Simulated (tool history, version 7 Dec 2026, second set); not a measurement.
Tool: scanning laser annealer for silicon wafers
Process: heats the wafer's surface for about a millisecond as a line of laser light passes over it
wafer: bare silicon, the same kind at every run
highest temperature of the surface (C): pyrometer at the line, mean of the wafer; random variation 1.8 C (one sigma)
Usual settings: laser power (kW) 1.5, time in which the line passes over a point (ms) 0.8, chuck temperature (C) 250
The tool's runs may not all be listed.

| run | day | laser power (kW) | time in which the line passes over a point (ms) | chuck temperature (C) | highest temperature of the surface (C) |
|---|---|---|---|---|---|
| 1 | 0 | 1.5 | 0.8 | 250 | 973 |
| 2 | 2.608 | 1.5 | 0.8 | 250 | 972 |
| 3 | 4.704 | 1.5 | 0.732 | 250 | 939 |
| 4 | 6.067 | 1.5 | 0.932 | 250 | 1031 |
| 5 | 7.254 | 1.5 | 0.8 | 276 | 996 |
| 6 | 9.762 | 1.5 | 0.8 | 276 | 995 |
| 7 | 11.746 | 1.5 | 0.8 | 276 | 995 |
| 8 | 14.521 | 1.5 | 0.611 | 250 | 876 |
| 9 | 16.504 | 1.5 | 0.8 | 250 | 965 |
| 10 | 19.067 | 1.5 | 0.8 | 251 | 966 |
| 11 | 21.917 | 1.5 | 0.8 | 251 | 967 |
| 12 | 23.429 | 1.5 | 0.8 | 251 | 970 |
| 13 | 24.738 | 1.291 | 0.8 | 251 | 868 |
| 14 | 27.088 | 1.464 | 0.8 | 247 | 944 |
| 15 | 28.462 | 1.464 | 0.8 | 247 | 940 |
| 16 | 30.95 | 1.388 | 0.859 | 247 | 929 |
| 17 | 32.479 | 1.388 | 0.859 | 247 | 929 |
| 18 | 33.658 | 1.5 | 0.971 | 250 | 1036 |
|  | 33.938 | window over the wafer cleaned |
| 19 | 35.912 | 1.5 | 0.926 | 286 | 1045 |
| 20 | 37.283 | 1.502 | 0.694 | 275 | 930 |
|  | 39.075 | optics aligned, line set to its width |
| 21 | 39.492 | 1.606 | 0.618 | 250 | 917 |
| 22 | 41.983 | 1.606 | 0.618 | 250 | 918 |
|  | 43.258 | window over the wafer cleaned, once more |
| 23 | 43.675 | 1.606 | 0.618 | 250 | 942 |
| 24 | 46.533 | 1.606 | 0.86 | 222 | 1036 |
| 25 | 49.292 | 1.606 | 0.968 | 244 | 1112 |
| 26 | 51.367 | 1.317 | 0.682 | 255 | 851 |

Forecast each of these 5 alternatives for the next run:
| A | 54.167 | 1.345 | 0.996 | 221 | ? |
| B | 54.167 | 1.5 | 0.687 | 250 | ? |
| C | 54.167 | 1.5 | 0.8 | 273 | ? |
| D | 54.167 | 1.578 | 0.659 | 276 | ? |
| E | 54.167 | 1.318 | 0.762 | 268 | ? |

| run | highest temperature of the surface (C) |
|---|---|
| A | 960 |
| B | 930 |
| C | 1008 |
| D | 972 |
| E | 899 |
Without the tool's hidden state the same runs would have given:
| run | highest temperature of the surface (C) |
|---|---|
| A | 960 |
| B | 930 |
| C | 1008 |
| D | 972 |
| E | 899 |
